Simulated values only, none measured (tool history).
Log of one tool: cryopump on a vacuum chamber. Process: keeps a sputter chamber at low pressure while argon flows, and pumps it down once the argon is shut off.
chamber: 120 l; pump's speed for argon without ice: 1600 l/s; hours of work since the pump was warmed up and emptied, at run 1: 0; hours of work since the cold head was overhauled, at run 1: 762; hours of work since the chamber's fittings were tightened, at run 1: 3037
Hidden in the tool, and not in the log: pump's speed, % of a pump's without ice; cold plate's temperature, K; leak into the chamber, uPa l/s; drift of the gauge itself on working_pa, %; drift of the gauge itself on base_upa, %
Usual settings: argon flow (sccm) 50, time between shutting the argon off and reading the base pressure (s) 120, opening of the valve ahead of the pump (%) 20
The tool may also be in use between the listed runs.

| run | day | argon flow (sccm) | time between shutting the argon off and reading the base pressure (s) | opening of the valve ahead of the pump (%) | hours of work since the pump was warmed up and emptied | hours of work since the cold head was overhauled | hours of work since the chamber's fittings were tightened | pressure while argon flows (Pa) | pressure after the wait (uPa) |
|---|---|---|---|---|---|---|---|---|---|
| 1 | 0.000 | 50 | 120 | 20 | 0 | 762 | 3037 | 0.2646 | 1.39 |
| 2 | 2.238 | 50 | 120 | 20 | 46 | 808 | 3083 | 0.2654 | 1.41 |
| 3 | 6.162 | 50 | 120 | 20 | 126 | 888 | 3163 | 0.2652 | 1.51 |
| 4 | 7.829 | 50 | 120 | 20 | 160 | 922 | 3197 | 0.2666 | 1.47 |
| 5 | 10.175 | 50 | 120 | 20 | 208 | 970 | 3245 | 0.2677 | 1.56 |
| 6 | 12.204 | 50 | 120 | 20 | 250 | 1012 | 3287 | 0.2711 | 1.58 |
| 7 | 14.146 | 50 | 120 | 20 | 289 | 1052 | 3327 | 0.2697 | 1.61 |
| 8 | 17.008 | 50 | 120 | 20 | 348 | 1110 | 3385 | 0.2715 | 1.63 |
| 9 | 20.929 | 50 | 120 | 20 | 428 | 1190 | 3465 | 0.2752 | 1.77 |
| 10 | 23.800 | 50 | 120 | 27 | 487 | 1249 | 3524 | 0.2088 | 1.81 |
| 11 | 26.362 | 50 | 120 | 27 | 539 | 1301 | 3576 | 0.2100 | 1.87 |
| 12 | 29.992 | 97 | 120 | 20 | 613 | 1376 | 3651 | 0.5475 | 1.95 |
| 13 | 32.200 | 50 | 120 | 20 | 658 | 1421 | 3696 | 0.2805 | 1.99 |
| 14 | 33.979 | 50 | 120 | 20 | 695 | 1457 | 3732 | 0.2820 | 1.99 |
|  | 34.404 | pump warmed up, emptied and cooled again |
| 15 | 35.821 | 53 | 120 | 20 | 29 | 1490 | 3765 | 0.2793 | 1.62 |
|  | 38.517 | leaking fittings of the chamber tightened, without venting |
| 16 | 39.238 | 53 | 120 | 20 | 97 | 1559 | 15 | 0.2833 | 0.47 |
| 17 | 42.004 | 26 | 120 | 20 | 154 | 1615 | 71 | 0.1388 | 0.45 |
| 18 | 43.721 | 24 | 129 | 26 | 189 | 1650 | 106 | 0.1000 | 0.49 |
| 19 | 45.488 | 78 | 129 | 26 | 225 | 1686 | 142 | 0.3251 | 0.50 |
| 20 | 48.558 | 78 | 129 | 26 | 288 | 1749 | 205 | 0.3268 | 0.53 |
| 21 | 50.450 | 78 | 129 | 26 | 326 | 1788 | 244 | 0.3289 | 0.53 |
| 22 | 54.204 | 78 | 129 | 26 | 403 | 1865 | 321 | 0.3333 | 0.57 |
| 23 | 56.296 | 78 | 129 | 26 | 446 | 1907 | 363 | 0.3325 | 0.65 |
| 24 | 59.912 | 50 | 127 | 27 | 520 | 1981 | 437 | 0.2104 | 0.65 |
| 25 | 61.954 | 50 | 127 | 27 | 562 | 2023 | 479 | 0.2092 | 0.65 |
| 26 | 63.917 | 50 | 127 | 27 | 602 | 2063 | 519 | 0.2109 | 0.65 |
| 27 | 67.617 | 82 | 27 | 53 | 677 | 2139 | 595 | 0.1912 | 1.61 |
|  | 68.721 | pump warmed up, emptied and cooled again |
| 28 | 70.383 | 82 | 27 | 53 | 34 | 2191 | 647 | 0.1676 | 1.53 |
| 29 | 73.075 | 50 | 120 | 18 | 89 | 2246 | 702 | 0.2991 | 0.67 |
| 30 | 76.783 | 28 | 58 | 20 | 165 | 2322 | 778 | 0.1508 | 0.96 |
| 31 | 78.779 | 28 | 84 | 20 | 206 | 2363 | 819 | 0.1507 | 0.82 |
| 32 | 82.171 | 28 | 84 | 20 | 275 | 2432 | 888 | 0.1531 | 0.85 |
| 33 | 85.092 | 20 | 84 | 24 | 335 | 2492 | 948 | 0.0916 | 0.90 |
| 34 | 87.967 | 50 | 233 | 57 | 393 | 2551 | 1007 | 0.1025 | 0.73 |

Forecast each of these 4 alternatives for the next run:
| A | 89.575 | 50 | 201 | 21 | 426 | 2584 | 1040 | ? | ? |
| B | 89.575 | 40 | 120 | 20 | 426 | 2584 | 1040 | ? | ? |
| C | 89.575 | 50 | 51 | 20 | 426 | 2584 | 1040 | ? | ? |
| D | 89.575 | 42 | 73 | 16 | 426 | 2584 | 1040 | ? | ? |

| run | pressure while argon flows (Pa) | pressure after the wait (uPa) |
|---|---|---|
| A | 0.2628 | 0.75 |
| B | 0.2198 | 0.85 |
| C | 0.2769 | 1.21 |
| D | 0.2881 | 1.03 |
Without the tool's hidden state the same runs would have given:
| run | pressure while argon flows (Pa) | pressure after the wait (uPa) |
|---|---|---|
| A | 0.2514 | 0.32 |
| B | 0.2106 | 0.42 |
| C | 0.2654 | 0.77 |
| D | 0.2785 | 0.59 |
